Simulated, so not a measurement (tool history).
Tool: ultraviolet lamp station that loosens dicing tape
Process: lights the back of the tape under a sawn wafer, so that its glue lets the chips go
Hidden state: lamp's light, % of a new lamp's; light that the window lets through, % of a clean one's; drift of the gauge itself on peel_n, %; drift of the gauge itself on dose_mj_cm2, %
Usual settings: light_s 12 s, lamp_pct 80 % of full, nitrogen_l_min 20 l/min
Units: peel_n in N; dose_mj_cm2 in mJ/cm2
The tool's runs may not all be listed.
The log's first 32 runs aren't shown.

run     day  light_s  lamp_pct  nitrogen_l_min  hours of work of the lamp  hours of work since the window was cleaned  peel_n  dose_mj_cm2
 33  42.775       16        90              30                        620                                         227   0.208          416
 34  44.325       17        79              20                        639                                         246   0.291          387
 35  46.312       12        88               7                        664                                         271   0.771          308
 36  47.758       12        88              19                        682                                         289   0.445          304
 37  49.046       12        75              38                        698                                         305   0.435          261
 38  50.146       12        75              38                        712                                         319   0.423          257
 39  51.029       12        87              23                        723                                         330   0.404          298
 40  52.171       22        96              11                        737                                         344   0.194          603
 41  53.492       11        80              20                        753                                         360   0.595          256
 42  55.329       12        80              32                        776                                         383   0.405          280
     56.117  -- window cleaned of glue's vapour
 43  57.225        7        80               7                        800                                          14   1.642          160

Forecast each of these 3 alternatives for the next run:
  A  58.238        7        98              24                        812                                          26       ?            ?
  B  58.238       12        80              26                        812                                          26       ?            ?
  C  58.238        8        80              20                        812                                          26       ?            ?

run  peel_n  dose_mj_cm2
  A   0.765          198
  B   0.448          280
  C    0.95          184
Without the tool's hidden state the same runs would have given:
run  peel_n  dose_mj_cm2
  A   0.764          199
  B   0.446          280
  C   0.949          184
